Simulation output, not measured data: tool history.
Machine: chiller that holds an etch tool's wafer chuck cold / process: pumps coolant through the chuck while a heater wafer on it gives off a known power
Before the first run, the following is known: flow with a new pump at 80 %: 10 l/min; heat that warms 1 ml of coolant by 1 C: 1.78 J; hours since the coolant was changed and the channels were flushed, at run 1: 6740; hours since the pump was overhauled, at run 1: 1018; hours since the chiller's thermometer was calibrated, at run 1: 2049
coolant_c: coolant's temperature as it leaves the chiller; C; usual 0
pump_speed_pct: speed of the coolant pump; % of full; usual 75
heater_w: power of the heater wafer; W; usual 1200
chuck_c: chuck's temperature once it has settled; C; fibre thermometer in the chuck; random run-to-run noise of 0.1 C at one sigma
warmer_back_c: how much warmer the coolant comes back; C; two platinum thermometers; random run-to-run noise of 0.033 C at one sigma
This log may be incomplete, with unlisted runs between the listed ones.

run	day	coolant_c	pump_speed_pct	heater_w	hours since the coolant was changed and the channels were flushed	hours since the pump was overhauled	hours since the chiller's thermometer was calibrated	chuck_c	warmer_back_c
1	0.000	0	75	1200	6740	1018	2049	8.2	4.30
2	1.721	-3	75	1200	6781	1060	2091	5.2	4.40
3	3.933	-9	75	1200	6835	1113	2144	-0.7	4.30
4	6.121	-9	75	1200	6887	1165	2196	-0.9	4.38
5	8.979	-9	75	1200	6956	1234	2265	-0.7	4.31
6	10.729	-9	75	1200	6998	1276	2307	-0.7	4.29
7	12.108	-9	75	1021	7031	1309	2340	-1.9	3.74
8	13.554	-9	75	1021	7066	1344	2375	-2.0	3.62
9	16.183	0	65	1200	7129	1407	2438	9.1	4.90
10	17.725	0	65	1200	7166	1444	2475	9.0	5.01
11	19.300	9	65	1200	7203	1481	2513	17.9	4.94
12	21.179	9	65	1200	7249	1527	2558	18.1	4.99

Each row is a separate what-if for the run after 12, all from the same tool condition, not one after another. Results?
A	22.725	-9	79	1710	7286	1564	2595	?	?
B	22.725	0	75	873	7286	1564	2595	?	?
C	22.725	0	83	1200	7286	1564	2595	?	?

run	chuck_c	warmer_back_c
A	2.7	5.90
B	6.0	3.14
C	7.8	3.90
What these runs would have given with no unlogged condition in the tool:
run	chuck_c	warmer_back_c
A	2.6	5.90
B	6.0	3.14
C	7.8	3.90

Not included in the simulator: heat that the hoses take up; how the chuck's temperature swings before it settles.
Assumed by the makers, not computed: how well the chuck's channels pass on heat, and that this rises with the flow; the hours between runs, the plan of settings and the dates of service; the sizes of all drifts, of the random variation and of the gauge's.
